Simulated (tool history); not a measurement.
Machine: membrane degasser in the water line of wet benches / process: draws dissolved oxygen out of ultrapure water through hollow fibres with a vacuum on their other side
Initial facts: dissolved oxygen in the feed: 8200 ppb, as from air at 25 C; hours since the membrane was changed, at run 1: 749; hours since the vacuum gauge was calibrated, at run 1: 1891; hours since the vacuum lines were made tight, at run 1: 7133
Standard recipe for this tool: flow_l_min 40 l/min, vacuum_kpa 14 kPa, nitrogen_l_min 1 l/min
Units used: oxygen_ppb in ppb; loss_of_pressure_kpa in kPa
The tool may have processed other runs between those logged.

run	hour	flow_l_min	vacuum_kpa	nitrogen_l_min	hours since the membrane was changed	hours since the vacuum gauge was calibrated	hours since the vacuum lines were made tight	oxygen_ppb	loss_of_pressure_kpa
1	0	40	14	1	749	1891	7133	809.2	32.34
2	41.2	40	14	1	790	1932	7174	808.6	32.47
3	80.4	40	14	1	830	1972	7213	807.7	32.81
4	113.6	40	14	1	863	2005	7246	807.1	32.61
5	166.6	40	14	1	916	2058	7299	806.9	32.17
6	190	40	14	1	939	2081	7323	805.6	32.52
7	240.7	40	14	1	990	2132	7374	806.1	32.41
8	269.5	40	14	1	1019	2161	7402	806.9	32.31
9	303.5	40	14	1	1053	2195	7436	809.1	32.62
10	331.7	40	10.2	1	1081	2223	7465	540.3	32.03
11	360.9	40	14	1	1110	2252	7494	805.2	32.41
12	414.9	29	14	1	1164	2306	7548	627.6	23.49
13	438.3	29	14	1	1187	2330	7571	628.7	23.28
14	482.1	29	14	1	1231	2373	7615	628.2	23.67
15	516	40	34.3	1	1265	2407	7649	2001.5	32.14
16	547.2	40	11.3	1.93	1296	2438	7680	369	32.77
17	592.2	40	9	1.18	1341	2484	7725	400.7	32.6
18	626.4	40	9	1.18	1375	2518	7759	399.3	32.53
# hour 629.4: vacuum gauge calibrated
19	670.5	35	13.9	1	1419	41	7803	722.7	28.5
20	715.4	40	14.8	2.94	1464	86	7848	361.8	32.68
21	771.6	40	14.8	2.94	1520	142	7904	362.8	32.73
22	818.6	60	14.8	1.09	1567	189	7951	1101.2	49.01
23	869.7	62	22.9	0.65	1618	240	8002	2378.1	50.57
# hour 888.2: vacuum gauge calibrated, once more
24	904.8	62	21.6	0.65	1653	17	8037	2238	50.59
25	946.5	38	21.8	1.34	1695	58	8078	1016.1	30.91
26	982.4	44	14	1	1730	94	8114	864.2	35.46
27	1016.5	41	16.2	2.97	1765	128	8148	408.3	33.4

5 options for the next run, each taken on its own from the tool as it stands now. Forecast them:
A	1069.3	32	18.1	1.51	1817	181	8201	?	?
B	1069.3	40	9.4	0.78	1817	181	8201	?	?
C	1069.3	36	23.4	2.25	1817	181	8201	?	?
D	1069.3	58	27.5	0.42	1817	181	8201	?	?
E	1069.3	60	17.1	1	1817	181	8201	?	?

run	oxygen_ppb	loss_of_pressure_kpa
A	662.1	26.09
B	576.8	32.55
C	690.5	29.56
D	3290	47.24
E	1356.2	48.86
Without the tool's hidden state the same runs would have given:
run	oxygen_ppb	loss_of_pressure_kpa
A	655.7	25.83
B	576.7	32.22
C	683.1	29.26
D	3313.7	46.76
E	1356.3	48.36
